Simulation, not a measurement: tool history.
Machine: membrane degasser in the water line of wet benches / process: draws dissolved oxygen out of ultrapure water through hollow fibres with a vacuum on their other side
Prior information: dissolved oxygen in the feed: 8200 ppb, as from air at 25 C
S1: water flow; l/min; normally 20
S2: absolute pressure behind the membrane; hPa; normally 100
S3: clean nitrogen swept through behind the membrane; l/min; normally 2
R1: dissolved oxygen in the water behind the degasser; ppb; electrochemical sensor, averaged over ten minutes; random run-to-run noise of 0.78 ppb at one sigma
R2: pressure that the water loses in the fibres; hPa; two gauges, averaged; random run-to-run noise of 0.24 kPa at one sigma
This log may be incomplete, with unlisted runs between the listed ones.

{"run": 1, "hour": 0.0, "S1": 20, "S2": 100, "S3": 2, "R1": 165.9, "R2": 643.8}
{"run": 2, "hour": 79.8, "S1": 20, "S2": 100, "S3": 2, "R1": 165, "R2": 649}
{"run": 3, "hour": 168.5, "S1": 20, "S2": 100, "S3": 2, "R1": 167.5, "R2": 647.2}
{"run": 4, "hour": 245.7, "S1": 20, "S2": 100, "S3": 2.63, "R1": 130.3, "R2": 643.2}
{"run": 5, "hour": 313.5, "S1": 20, "S2": 100, "S3": 2.63, "R1": 130.4, "R2": 646.2}
{"run": 6, "hour": 368.7, "S1": 20, "S2": 100, "S3": 2.63, "R1": 129.4, "R2": 646.9}
{"run": 7, "hour": 452.3, "S1": 20, "S2": 100, "S3": 3.57, "R1": 98.3, "R2": 649.8}
{"run": 8, "hour": 508.1, "S1": 20, "S2": 157, "S3": 2, "R1": 295.9, "R2": 649.1}
{"run": 9, "hour": 583.4, "S1": 20, "S2": 157, "S3": 2, "R1": 293.7, "R2": 646}
{"run": 10, "hour": 645.6, "S1": 20, "S2": 100, "S3": 2, "R1": 166.6, "R2": 649.6}
{"run": 11, "hour": 734.2, "S1": 15, "S2": 100, "S3": 2, "R1": 126, "R2": 487.9}
{"run": 12, "hour": 810.3, "S1": 20, "S2": 100, "S3": 2, "R1": 168.1, "R2": 650.7}
{"run": 13, "hour": 865.4, "S1": 20, "S2": 100, "S3": 2, "R1": 167.4, "R2": 650.8}
{"run": 14, "hour": 933.1, "S1": 20, "S2": 100, "S3": 2, "R1": 167.8, "R2": 649.2}
{"run": 15, "hour": 1018.9, "S1": 20, "S2": 100, "S3": 2, "R1": 168, "R2": 651.6}
{"run": 16, "hour": 1090.7, "S1": 20, "S2": 100, "S3": 2, "R1": 166.5, "R2": 650.2}
{"run": 17, "hour": 1164.8, "S1": 20, "S2": 100, "S3": 2, "R1": 168.6, "R2": 652}
{"run": 18, "hour": 1215.5, "S1": 19, "S2": 236, "S3": 2, "R1": 452.4, "R2": 615.6}
{"run": 19, "hour": 1303.9, "S1": 19, "S2": 216, "S3": 2.65, "R1": 317.3, "R2": 614.1}
{"run": 20, "hour": 1369.3, "S1": 19, "S2": 216, "S3": 2.65, "R1": 317.5, "R2": 617.1}
{"run": 21, "hour": 1424.3, "S1": 19, "S2": 216, "S3": 2.65, "R1": 317.5, "R2": 616.3}
{"run": 22, "hour": 1505.6, "S1": 32, "S2": 84, "S3": 1.37, "R1": 288.9, "R2": 1045.9}
{"run": 23, "hour": 1564.3, "S1": 32, "S2": 84, "S3": 1.37, "R1": 285.9, "R2": 1039.8}
{"run": 24, "hour": 1628.6, "S1": 31, "S2": 100, "S3": 0.86, "R1": 505.1, "R2": 1015.2}
{"run": 25, "hour": 1704.4, "S1": 17, "S2": 135, "S3": 1.99, "R1": 215.3, "R2": 552.7}
{"run": 26, "hour": 1764.4, "S1": 13, "S2": 165, "S3": 2, "R1": 212.8, "R2": 424.3}
{"run": 27, "hour": 1857.3, "S1": 18, "S2": 100, "S3": 1.81, "R1": 167.1, "R2": 586.3}
{"run": 28, "hour": 1922.7, "S1": 20, "S2": 79, "S3": 2, "R1": 121.8, "R2": 653.6}
{"run": 29, "hour": 2015.5, "S1": 16, "S2": 194, "S3": 2, "R1": 312.3, "R2": 521.6}
{"hour": 2113.6, "done": "vacuum gauge calibrated"}
{"run": 30, "hour": 2113.6, "S1": 15, "S2": 194, "S3": 4.63, "R1": 131.8, "R2": 490.2}
{"run": 31, "hour": 2198.2, "S1": 25, "S2": 100, "S3": 3.03, "R1": 142.7, "R2": 821.5}
{"run": 32, "hour": 2285.7, "S1": 25, "S2": 100, "S3": 3.03, "R1": 142.9, "R2": 817.3}

Results per run with the tool's hidden condition removed, run-to-run variation unchanged:
What the log doesn't record here: membrane still open, %; true pressure behind the membrane over the reading, kPa; air that leaks in behind the membrane, l/min; drift of the gauge itself on oxygen_ppb, %; drift of the gauge itself on loss_of_pressure_kpa, %.
run=1 R1=162 R2=637.5
run=2 R1=161 R2=642.4
run=3 R1=163.3 R2=640.2
run=4 R1=126.7 R2=636
run=5 R1=126.7 R2=638.7
run=6 R1=125.6 R2=639.2
run=7 R1=95.2 R2=641.8
run=8 R1=290.1 R2=640.9
run=9 R1=287.8 R2=637.5
run=10 R1=161.5 R2=640.9
run=11 R1=121.6 R2=481.1
run=12 R1=162.6 R2=641.3
run=13 R1=161.8 R2=641.3
run=14 R1=162 R2=639.3
run=15 R1=162.1 R2=641.4
run=16 R1=160.5 R2=639.7
run=17 R1=162.4 R2=641.3
run=18 R1=443.5 R2=605.2
run=19 R1=310.2 R2=603.5
run=20 R1=310.2 R2=606.1
run=21 R1=310.2 R2=605.2
run=22 R1=276.2 R2=1026.6
run=23 R1=273.1 R2=1020.2
run=24 R1=488.7 R2=995.7
run=25 R1=207.9 R2=541.9
run=26 R1=205.3 R2=415.9
run=27 R1=159.5 R2=574.3
run=28 R1=114.5 R2=640
run=29 R1=302.9 R2=510.4
run=30 R1=129.2 R2=479.4
run=31 R1=140.7 R2=803.1
run=32 R1=140.7 R2=798.6
